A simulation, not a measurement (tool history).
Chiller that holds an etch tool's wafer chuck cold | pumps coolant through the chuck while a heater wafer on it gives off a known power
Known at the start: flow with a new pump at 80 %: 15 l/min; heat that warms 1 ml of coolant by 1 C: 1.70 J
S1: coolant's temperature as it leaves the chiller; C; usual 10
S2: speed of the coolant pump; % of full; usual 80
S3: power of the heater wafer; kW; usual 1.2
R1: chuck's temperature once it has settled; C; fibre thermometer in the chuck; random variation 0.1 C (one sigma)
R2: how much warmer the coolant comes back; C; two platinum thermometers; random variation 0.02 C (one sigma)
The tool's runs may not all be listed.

run,hour,S1,S2,S3,R1,R2
1,0,10,80,1.2,18.4,3.01
2,68.5,10,80,1.2,18.5,3.03
3,142.1,10,80,1.2,18.5,3.04
4,265.3,10,80,1.2,18.6,3.07
5,386.5,10,80,1.2,18.8,3.06
6,464.7,10,80,1.2,18.5,3.05
7,524.9,10,65,1.2,19.9,3.8
8,644.2,10,65,1.2,20.2,3.78
9,703.7,10,65,1.2,20.4,3.76
10,776.9,10,65,1.2,20.1,3.78
# hour 783.6: chiller's thermometer calibrated
11,885.9,11,65,1.2,21.3,3.8
12,1001.5,11,65,1.2,21.3,3.81
# hour 1031.9: coolant pump overhauled
13,1121.5,11,65,1.2,20.7,3.47
14,1232.5,10,85,1.2,17.6,2.67
15,1299.1,10,80,1.2,18,2.83
16,1422.9,10,80,1.2,18.3,2.84
17,1480.7,19,60,0.609,24,1.96
# hour 1551: chiller's thermometer calibrated, once more
18,1552.5,10,80,1.457,20.6,3.45
19,1624.2,15,64,1.013,23.9,3.01
20,1722.5,14,80,1.2,23.2,2.85
21,1788.5,3,80,0.898,9.6,2.13
22,1884.6,3,80,0.898,9.6,2.15
23,1964.3,19,61,1.548,33.6,4.9
24,2059.1,19,61,1.548,33.8,4.86
25,2184.2,19,61,1.548,33.8,4.9
26,2302.6,1,61,1.696,17.2,5.33
27,2415,10,61,1.696,26.2,5.37
28,2507.4,15,92,1.305,24,2.74
29,2619.7,10,62,1.2,21.3,3.72
30,2716,9,100,1.513,18.8,2.9
31,2779,9,100,1.513,19,2.9
32,2908,0,93,1.03,6.8,2.15

Forecast each of these 3 alternatives for the next run:
A,2997.2,14,93,1.19,?,?
B,2997.2,0,93,1.607,?,?
C,2997.2,19,90,0.635,?,?

run,R1,R2
A,22.3,2.48
B,11.3,3.33
C,23.5,1.37
Without the tool's hidden state the same runs would have given:
run,R1,R2
A,21.1,2.41
B,9.5,3.24
C,23,1.33

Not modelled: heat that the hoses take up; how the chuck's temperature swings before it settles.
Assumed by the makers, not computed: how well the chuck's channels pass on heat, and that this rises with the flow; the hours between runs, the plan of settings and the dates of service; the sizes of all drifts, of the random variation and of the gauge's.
